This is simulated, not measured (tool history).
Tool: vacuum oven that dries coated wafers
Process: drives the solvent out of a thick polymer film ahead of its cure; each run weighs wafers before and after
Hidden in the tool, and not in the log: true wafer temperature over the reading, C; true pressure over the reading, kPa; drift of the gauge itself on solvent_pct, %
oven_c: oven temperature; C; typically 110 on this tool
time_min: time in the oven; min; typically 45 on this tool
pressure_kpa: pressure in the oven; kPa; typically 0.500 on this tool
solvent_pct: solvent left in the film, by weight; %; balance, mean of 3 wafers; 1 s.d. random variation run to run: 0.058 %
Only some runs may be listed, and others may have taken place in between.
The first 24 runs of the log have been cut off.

| run | day | oven_c | time_min | pressure_kpa | hours of work since the thermocouples were calibrated | hours of work since the vacuum gauge was cleaned of residue | solvent_pct |
|---|---|---|---|---|---|---|---|
|  | 37.542 | vacuum gauge cleaned of residue and calibrated, once more |
|  | 38.738 | oven's thermocouples calibrated |
| 25 | 38.854 | 102 | 45 | 0.500 | 1 | 13 | 7.69 |
| 26 | 40.283 | 99 | 51 | 0.500 | 16 | 28 | 8.06 |
| 27 | 42.075 | 112 | 27 | 1.737 | 36 | 47 | 7.21 |
| 28 | 43.812 | 110 | 54 | 0.782 | 54 | 66 | 3.48 |
| 29 | 45.738 | 113 | 75 | 1.489 | 74 | 86 | 1.51 |
| 30 | 47.346 | 113 | 75 | 1.489 | 92 | 103 | 1.65 |
| 31 | 48.438 | 119 | 47 | 0.709 | 103 | 115 | 1.47 |
| 32 | 49.804 | 119 | 47 | 0.709 | 118 | 130 | 1.54 |
| 33 | 51.788 | 114 | 29 | 1.459 | 139 | 151 | 5.70 |
| 34 | 53.362 | 110 | 48 | 0.839 | 156 | 167 | 4.13 |
| 35 | 55.438 | 110 | 77 | 1.262 | 178 | 190 | 2.02 |
| 36 | 56.496 | 116 | 60 | 0.301 | 189 | 201 | 1.21 |
| 37 | 58.162 | 116 | 29 | 1.032 | 207 | 219 | 4.77 |

What if the next run were any one of these 5? Each begins from the tool's condition after run 37:
| A | 60.117 | 116 | 29 | 0.301 | 228 | 239 | ? |
| B | 60.117 | 103 | 45 | 0.500 | 228 | 239 | ? |
| C | 60.117 | 103 | 37 | 0.505 | 228 | 239 | ? |
| D | 60.117 | 110 | 24 | 0.252 | 228 | 239 | ? |
| E | 60.117 | 102 | 29 | 0.952 | 228 | 239 | ? |

| run | solvent_pct |
|---|---|
| A | 4.77 |
| B | 7.16 |
| C | 8.49 |
| D | 8.07 |
| E | 10.40 |
Without the tool's hidden state the same runs would have given:
| run | solvent_pct |
|---|---|
| A | 5.04 |
| B | 7.46 |
| C | 8.78 |
| D | 8.35 |
| E | 10.66 |
